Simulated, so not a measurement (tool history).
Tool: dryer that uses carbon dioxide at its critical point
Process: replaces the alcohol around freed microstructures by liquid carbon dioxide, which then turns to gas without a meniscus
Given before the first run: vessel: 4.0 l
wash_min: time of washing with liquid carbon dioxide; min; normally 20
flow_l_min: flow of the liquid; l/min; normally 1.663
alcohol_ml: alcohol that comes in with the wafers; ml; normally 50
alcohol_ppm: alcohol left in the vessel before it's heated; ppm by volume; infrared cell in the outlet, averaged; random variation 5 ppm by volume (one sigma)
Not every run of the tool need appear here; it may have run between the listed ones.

run    hour  wash_min  flow_l_min  alcohol_ml  alcohol_ppm
  1     0.0        20       1.663          50           60
  2    20.4        20       1.663          50           54
  3    42.1        20       1.663          50           55
  4    63.1        20       1.663          22           54
  5    86.5        20       1.663          39           61
      100.7  -- inlet filter changed
  6   116.2        20       2.400          50           45
  7   133.9        20       2.400          50           44
  8   168.3        20       2.400          50           44
  9   184.9        20       2.400          50           46
 10   207.5        20       2.400          50           55
 11   234.0        20       2.400          50           52
 12   251.8        20       2.400          50           54
 13   285.7        20       2.400          50           59
      301.6  -- inlet filter changed
 14   312.4        20       2.400          50           60
 15   349.6        20       1.663          50           83
 16   366.0        20       2.060          50           72
 17   404.4        20       1.640          50           99
 18   439.1        20       1.400          50          144
 19   465.5        20       1.400          50          140
 20   495.3        20       1.400          50          148
      501.4  -- inlet filter changed
 21   518.6        20       1.663          50           94
 22   541.7        20       1.663          79          102
 23   579.7        20       1.390          79          193
 24   605.9        21       2.130          79           83
 25   638.5        21       2.130          79           84
 26   663.6        13       2.130          79          193
 27   679.5        13       1.320          24          352
      702.5  -- inlet filter changed
 28   709.4        13       1.320          24          312
 29   734.3        19       1.060          26          249
 30   759.9        20       1.663          50          110
 31   781.9        31       1.960          37           96
 32   819.4        17       1.110         105          939
 33   848.8        20       1.663         101          159
 34   874.6        16       2.360          66          121
      903.3  -- inlet filter changed
 35   910.1        14       1.990          35          148
 36   937.7        29       2.030          51          111
 37   973.4        23       1.970         100          111
 38   995.1        23       1.970         100          112
 39  1015.9        13       1.970          29          179
 40  1051.8        18       2.150          60          123
 41  1076.6        18       2.150          60          125
     1105.0  -- inlet filter changed
 42  1105.1        18       2.160          29          125
 43  1131.1        18       2.160          29          135
 44  1152.6        18       2.160          29          132
 45  1179.1        18       2.180          50          141
 46  1199.5        31       1.840          50          134

Had the tool no unlogged condition, and each run kept its random variation, what would the results have been?
What the log doesn't record here: flow that reaches the vessel past the clogged filter, %; alcohol in the recycled carbon dioxide, ppm; drift of the gauge itself on alcohol_ppm, %.
run  alcohol_ppm
  1           25
  2           17
  3           15
  4           16
  5           16
  6            7
  7            4
  8            1
  9            2
 10            9
 11            4
 12            3
 13            5
 14            7
 15           24
 16           14
 17           30
 18           60
 19           50
 20           52
 21           22
 22           28
 23           99
 24            2
 25            5
 26           82
 27          212
 28          221
 29          151
 30           18
 31            5
 32          704
 33           44
 34           13
 35           41
 36            5
 37            3
 38            2
 39           56
 40            8
 41           12
 42            9
 43           13
 44           12
 45           15
 46            9
